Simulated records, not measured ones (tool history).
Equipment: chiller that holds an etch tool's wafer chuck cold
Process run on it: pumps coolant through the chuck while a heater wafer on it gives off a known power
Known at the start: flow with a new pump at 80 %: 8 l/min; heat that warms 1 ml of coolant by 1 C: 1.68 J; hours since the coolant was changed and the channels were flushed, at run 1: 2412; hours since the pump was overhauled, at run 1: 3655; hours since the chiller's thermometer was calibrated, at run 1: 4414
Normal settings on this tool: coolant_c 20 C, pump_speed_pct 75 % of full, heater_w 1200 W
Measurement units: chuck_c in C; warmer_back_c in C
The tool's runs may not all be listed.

| run | hour | coolant_c | pump_speed_pct | heater_w | hours since the coolant was changed and the channels were flushed | hours since the pump was overhauled | hours since the chiller's thermometer was calibrated | chuck_c | warmer_back_c |
|---|---|---|---|---|---|---|---|---|---|
| 1 | 0 | 20 | 75 | 1200 | 2412 | 3655 | 4414 | 36.7 | 6.08 |
| 2 | 56.8 | 16 | 75 | 1200 | 2469 | 3712 | 4471 | 32.8 | 6.08 |
| 3 | 101.7 | 16 | 75 | 1200 | 2514 | 3757 | 4516 | 32.4 | 6.08 |
| 4 | 185.2 | 16 | 75 | 993 | 2597 | 3840 | 4599 | 29.8 | 5.02 |
| 5 | 228 | 16 | 75 | 993 | 2640 | 3883 | 4642 | 29.7 | 5.06 |
| 6 | 283.2 | 16 | 75 | 993 | 2695 | 3938 | 4697 | 29.9 | 5.07 |
| 7 | 364.9 | 20 | 75 | 1200 | 2777 | 4020 | 4779 | 36.9 | 6.1 |
| 8 | 446.2 | 20 | 75 | 1200 | 2858 | 4101 | 4860 | 36.8 | 6.17 |
| 9 | 511.2 | 20 | 75 | 1200 | 2923 | 4166 | 4925 | 36.5 | 6.15 |
| 10 | 595.1 | 20 | 75 | 1200 | 3007 | 4250 | 5009 | 36.9 | 6.19 |
| 11 | 646.9 | 20 | 75 | 1200 | 3059 | 4302 | 5061 | 36.7 | 6.19 |
| 12 | 736.1 | 20 | 75 | 1200 | 3148 | 4391 | 5150 | 36.9 | 6.16 |
| 13 | 786.1 | 20 | 75 | 1200 | 3198 | 4441 | 5200 | 36.8 | 6.11 |
|  | 818.5 | chiller's thermometer calibrated |
| 14 | 842.1 | 20 | 75 | 1200 | 3253 | 4496 | 24 | 37.5 | 6.16 |
| 15 | 924.2 | 20 | 75 | 1200 | 3335 | 4578 | 106 | 37.6 | 6.21 |
| 16 | 1009.8 | 20 | 75 | 1200 | 3421 | 4664 | 191 | 37.7 | 6.19 |
| 17 | 1095 | 29 | 95 | 966 | 3506 | 4749 | 276 | 41.3 | 3.83 |
| 18 | 1181.9 | 29 | 95 | 966 | 3593 | 4836 | 363 | 41.2 | 3.88 |
| 19 | 1229.1 | 13 | 75 | 1330 | 3640 | 4883 | 411 | 32.5 | 6.98 |
| 20 | 1275.1 | 13 | 75 | 1330 | 3686 | 4929 | 457 | 32.5 | 6.95 |
| 21 | 1355.2 | 22 | 75 | 1261 | 3766 | 5009 | 537 | 40.6 | 6.6 |
|  | 1364.3 | coolant pump overhauled |
| 22 | 1436.4 | 16 | 73 | 813 | 3842 | 72 | 613 | 28.4 | 4.45 |
| 23 | 1491.3 | 16 | 73 | 813 | 3897 | 127 | 668 | 28.6 | 4.48 |
| 24 | 1581.7 | 15 | 77 | 1200 | 3988 | 217 | 758 | 32.6 | 6.22 |
| 25 | 1670.3 | 15 | 74 | 972 | 4076 | 306 | 847 | 29.6 | 5.24 |
|  | 1689.7 | coolant pump overhauled, once more |
| 26 | 1742.3 | 16 | 71 | 1200 | 4143 | 53 | 914 | 33.3 | 6.04 |
| 27 | 1827.8 | 20 | 95 | 1192 | 4229 | 138 | 999 | 34.6 | 4.43 |
| 28 | 1877.4 | 28 | 95 | 1192 | 4278 | 188 | 1049 | 42.6 | 4.45 |
| 29 | 1931.8 | 19 | 92 | 1200 | 4333 | 242 | 1103 | 33.8 | 4.69 |
| 30 | 2008.7 | 23 | 66 | 758 | 4410 | 319 | 1180 | 34.6 | 4.18 |
| 31 | 2058.8 | 23 | 70 | 758 | 4460 | 369 | 1230 | 34 | 3.86 |

Predict each of these 5 candidate next runs independently; none follows another, all start after run 31:
| A | 2126.1 | 19 | 64 | 1200 | 4527 | 436 | 1298 | ? | ? |
| B | 2126.1 | 15 | 75 | 1200 | 4527 | 436 | 1298 | ? | ? |
| C | 2126.1 | 24 | 70 | 1267 | 4527 | 436 | 1298 | ? | ? |
| D | 2126.1 | 16 | 75 | 1200 | 4527 | 436 | 1298 | ? | ? |
| E | 2126.1 | 29 | 73 | 628 | 4527 | 436 | 1298 | ? | ? |

| run | chuck_c | warmer_back_c |
|---|---|---|
| A | 37.7 | 6.78 |
| B | 32.1 | 5.82 |
| C | 42.8 | 6.56 |
| D | 32.8 | 5.79 |
| E | 38 | 3.15 |
With the hidden condition removed and each run's random variation left untouched, the same runs would have given:
| run | chuck_c | warmer_back_c |
|---|---|---|
| A | 36.6 | 6.73 |
| B | 31 | 5.77 |
| C | 41.6 | 6.52 |
| D | 31.8 | 5.75 |
| E | 37.5 | 3.13 |

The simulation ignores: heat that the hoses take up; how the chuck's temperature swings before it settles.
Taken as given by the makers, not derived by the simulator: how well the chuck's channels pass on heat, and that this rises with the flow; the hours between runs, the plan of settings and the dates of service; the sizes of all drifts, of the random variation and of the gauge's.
